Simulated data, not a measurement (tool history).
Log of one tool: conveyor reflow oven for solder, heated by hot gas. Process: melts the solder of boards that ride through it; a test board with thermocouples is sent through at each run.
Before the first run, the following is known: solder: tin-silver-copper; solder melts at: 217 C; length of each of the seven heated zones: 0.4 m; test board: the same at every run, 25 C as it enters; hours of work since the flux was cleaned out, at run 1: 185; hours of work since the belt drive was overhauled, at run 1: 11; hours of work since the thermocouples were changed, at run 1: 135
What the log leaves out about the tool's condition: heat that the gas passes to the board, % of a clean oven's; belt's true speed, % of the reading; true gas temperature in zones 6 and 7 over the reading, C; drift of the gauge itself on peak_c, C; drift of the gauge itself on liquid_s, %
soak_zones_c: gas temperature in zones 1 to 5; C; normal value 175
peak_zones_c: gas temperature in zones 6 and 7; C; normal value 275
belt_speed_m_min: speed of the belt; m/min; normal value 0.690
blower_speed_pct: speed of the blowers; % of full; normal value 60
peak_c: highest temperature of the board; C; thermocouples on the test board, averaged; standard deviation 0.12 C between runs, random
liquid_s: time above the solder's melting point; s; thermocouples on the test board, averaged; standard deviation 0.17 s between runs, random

run	day	soak_zones_c	peak_zones_c	belt_speed_m_min	blower_speed_pct	hours of work since the flux was cleaned out	hours of work since the belt drive was overhauled	hours of work since the thermocouples were changed	peak_c	liquid_s
1	0.000	175	275	0.690	60	185	11	135	259.4	56.6
2	0.392	167	275	0.690	60	189	15	139	258.0	53.3
3	1.079	167	275	0.690	60	196	22	146	258.0	53.4
4	1.808	167	275	0.690	60	203	30	154	258.0	53.7
5	2.571	175	275	0.690	60	211	37	162	259.3	56.6
6	3.467	175	275	0.690	60	220	47	171	259.0	56.8
7	4.325	175	275	0.690	60	229	55	179	259.3	56.5
8	4.967	175	276	0.690	60	235	62	186	260.1	56.9
9	5.754	175	276	0.768	60	243	70	194	256.4	48.4
10	6.454	175	275	0.690	60	251	77	201	259.4	56.7
11	6.858	175	275	0.690	60	255	81	205	259.3	56.5
12	7.442	175	275	0.690	60	261	87	211	259.2	56.4
13	7.871	175	264	0.690	60	265	91	215	249.3	50.5
14	8.383	175	264	0.690	60	270	96	221	249.4	50.6
# day 8.600: belt drive overhauled, speed set with a stopwatch
15	9.221	175	264	0.690	60	277	6	227	249.5	50.7
# day 9.475: flux residue cleaned out of gas plates and filters
16	10.029	175	275	0.690	60	6	12	233	261.0	57.8
17	10.829	160	275	0.690	81	14	20	242	263.7	55.9
# day 11.283: belt drive overhauled, speed set with a stopwatch, once more
18	11.704	160	275	0.690	81	21	4	249	263.5	55.7
19	12.500	160	275	0.690	81	29	12	257	263.8	55.4
20	13.412	160	275	0.690	81	38	22	266	263.5	55.4
21	13.983	164	273	0.639	78	44	27	272	263.6	61.4
22	14.442	178	273	0.552	76	49	32	276	267.7	78.9
23	15.033	176	273	0.697	54	55	38	282	256.8	55.2
24	15.612	176	273	0.697	64	61	44	288	259.6	56.9
25	16.183	175	275	0.631	60	66	50	294	263.4	64.8
26	17.017	175	265	0.690	60	75	58	303	251.6	52.3
27	17.754	171	269	0.594	63	82	66	310	259.5	65.9
28	18.625	171	275	0.632	63	91	74	319	263.3	63.8
29	19.112	171	275	0.632	63	96	79	324	263.4	63.6
30	19.650	171	275	0.632	63	102	85	329	263.4	63.4
31	20.046	171	275	0.632	83	106	89	333	267.3	66.1

4 options for the next run, each taken on its own from the tool as it stands now. Forecast them:
A	20.450	171	267	0.632	64	110	93	337	?	?
B	20.450	171	275	0.632	51	110	93	337	?	?
C	20.450	181	283	0.676	83	110	93	337	?	?
D	20.450	172	285	0.632	51	110	93	337	?	?

run	peak_c	liquid_s
A	256.3	60.2
B	260.1	61.3
C	273.9	66.7
D	269.5	66.6
What these runs would have given with no unlogged condition in the tool:
run	peak_c	liquid_s
A	255.8	59.9
B	259.6	60.9
C	273.5	66.4
D	269.0	66.2
